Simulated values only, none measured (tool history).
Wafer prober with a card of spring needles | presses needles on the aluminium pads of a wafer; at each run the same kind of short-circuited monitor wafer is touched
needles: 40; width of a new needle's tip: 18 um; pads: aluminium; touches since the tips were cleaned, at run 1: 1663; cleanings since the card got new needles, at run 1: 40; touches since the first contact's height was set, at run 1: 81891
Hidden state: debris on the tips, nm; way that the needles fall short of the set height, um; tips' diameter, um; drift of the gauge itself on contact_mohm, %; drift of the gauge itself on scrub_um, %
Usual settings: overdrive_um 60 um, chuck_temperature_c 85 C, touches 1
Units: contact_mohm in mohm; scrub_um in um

run   hour  overdrive_um  chuck_temperature_c  touches  touches since the tips were cleaned  cleanings since the card got new needles  touches since the first contact's height was set  contact_mohm  scrub_um
  1      0            60                   85        1                                 1663                                        40                                             81891           294     16.02
       8.6  -- height of the first contact set anew
      11.2  -- tips cleaned on abrasive film
  2   19.2            60                   85        1                                 4750                                        41                                              6215           290     16.03
        25  -- tips cleaned on abrasive film
  3   36.5            60                   85        1                                 6750                                        42                                             16322           293     16.04
      39.9  -- tips cleaned on abrasive film
      53.1  -- tips cleaned on abrasive film
  4   58.2            60                   40        1                                 2958                                        44                                             28987           274        16
      66.9  -- tips cleaned on abrasive film
  5   74.3            60                   40        1                                 4364                                        45                                             38449           281     16.04
      79.8  -- tips cleaned on abrasive film
      92.6  -- tips cleaned on abrasive film
     106.9  -- tips cleaned on abrasive film
  6  114.4            60                   85        2                                 4392                                        48                                             61896           289        16
     120.6  -- tips cleaned on abrasive film
     135.9  -- tips cleaned on abrasive film
  7  148.2            60                   85        1                                 7262                                        50                                             81763           294     16.03
     151.4  -- tips cleaned on abrasive film
     156.3  -- height of the first contact set anew
     165.7  -- tips cleaned on abrasive film
  8  165.7            60                   85        1                                    0                                        52                                              5442           291     16.03
     178.3  -- tips cleaned on abrasive film
     191.1  -- tips cleaned on abrasive film
  9  191.8            60                   85        1                                  400                                        54                                             20738           287     16.05
     205.2  -- tips cleaned on abrasive film
     218.2  -- tips cleaned on abrasive film
 10  218.6            60                   85        1                                  286                                        56                                             36445           295     16.02
     232.7  -- tips cleaned on abrasive film
 11  241.5            60                   85        1                                 5183                                        57                                             49872           289     16.03
     246.4  -- tips cleaned on abrasive film
     259.1  -- tips cleaned on abrasive film
     271.7  -- tips cleaned on abrasive film
 12  279.1            60                   85        1                                 4324                                        60                                             71844           291     16.03
     285.3  -- tips cleaned on abrasive film
     299.8  -- tips cleaned on abrasive film
     302.7  -- height of the first contact set anew
 13    303            60                   85        1                                 1715                                        62                                               189           294     16.01
     313.3  -- tips cleaned on abrasive film
     327.8  -- tips cleaned on abrasive film
 14  336.1            60                   85        1                                 4920                                        64                                             19571           292     16.01
     341.6  -- tips cleaned on abrasive film
     354.3  -- tips cleaned on abrasive film
     368.5  -- tips cleaned on abrasive film
 15  374.6            60                   85        1                                 3603                                        67                                             42075           286     16.01
     382.2  -- tips cleaned on abrasive film
 16  391.3            58                   85        1                                 5376                                        68                                             51887           294     15.46
     395.9  -- tips cleaned on abrasive film
     411.2  -- tips cleaned on abrasive film
     424.2  -- tips cleaned on abrasive film
 17  430.9            68                   75        1                                 3925                                        71                                             75029           288     18.13
     438.5  -- tips cleaned on abrasive film
     450.5  -- height of the first contact set anew
     453.7  -- tips cleaned on abrasive film
     467.8  -- tips cleaned on abrasive film
 18  468.5            46                   98        2                                  370                                        74                                             10500           302     12.29
     482.4  -- tips cleaned on abrasive film
 19  489.4            46                   98        2                                 4113                                        75                                             22787           301     12.26
     495.7  -- tips cleaned on abrasive film
     509.8  -- tips cleaned on abrasive film
 20    521            46                   98        2                                 6595                                        77                                             41284           304     12.26
     524.1  -- tips cleaned on abrasive film
     536.7  -- tips cleaned on abrasive film
 21  545.4            46                   98        2                                 5169                                        79                                             55599           308     12.28
     549.8  -- tips cleaned on abrasive film
     564.3  -- tips cleaned on abrasive film
     578.3  -- tips cleaned on abrasive film
 22  581.4            41                   92        1                                 1816                                        82                                             76618           313     10.96
     590.9  -- tips cleaned on abrasive film
     596.4  -- height of the first contact set anew
     604.2  -- tips cleaned on abrasive film
       618  -- tips cleaned on abrasive film
 23    618            41                   92        1                                    0                                        85                                             12590           315     10.95
       632  -- tips cleaned on abrasive film
 24  642.1            41                   92        1                                 5968                                        86                                             26775           311     10.95
     645.3  -- tips cleaned on abrasive film
     659.4  -- tips cleaned on abrasive film
 25  668.4            41                   92        1                                 5308                                        88                                             42149           308     10.94
     674.3  -- tips cleaned on abrasive film
     687.9  -- tips cleaned on abrasive film
       703  -- tips cleaned on abrasive film
 26  705.7            41                   92        1                                 1538                                        91                                             63937           309     10.95
     716.4  -- tips cleaned on abrasive film
     729.5  -- tips cleaned on abrasive film
 27  729.7            65                   26        3                                   81                                        93                                             77987           267     17.34
     743.2  -- tips cleaned on abrasive film
     743.5  -- height of the first contact set anew
 28  748.2            75                   85        1                                 2758                                        94                                              2758           285     19.99
     756.9  -- tips cleaned on abrasive film
     770.6  -- tips cleaned on abrasive film
 29  782.8            57                   38        1                                 7177                                        96                                             23040           281     15.23

Forecast each of these 3 alternatives for the next run:
     785.9  -- tips cleaned on abrasive film
     800.2  -- tips cleaned on abrasive film
     813.3  -- tips cleaned on abrasive film
  A  813.3            54                   38        2                                    0                                        99                                             40879             ?         ?
     785.9  -- tips cleaned on abrasive film
     800.2  -- tips cleaned on abrasive film
     813.3  -- tips cleaned on abrasive film
  B  813.3            69                   64        1                                    0                                        99                                             40879             ?         ?
     785.9  -- tips cleaned on abrasive film
     800.2  -- tips cleaned on abrasive film
     813.3  -- tips cleaned on abrasive film
  C  813.3            73                   49        2                                    0                                        99                                             40879             ?         ?

run  contact_mohm  scrub_um
  A           278     14.42
  B           276     18.42
  C           273     19.49
Without the tool's hidden state the same runs would have given:
run  contact_mohm  scrub_um
  A           278     14.43
  B           276     18.42
  C           273     19.49

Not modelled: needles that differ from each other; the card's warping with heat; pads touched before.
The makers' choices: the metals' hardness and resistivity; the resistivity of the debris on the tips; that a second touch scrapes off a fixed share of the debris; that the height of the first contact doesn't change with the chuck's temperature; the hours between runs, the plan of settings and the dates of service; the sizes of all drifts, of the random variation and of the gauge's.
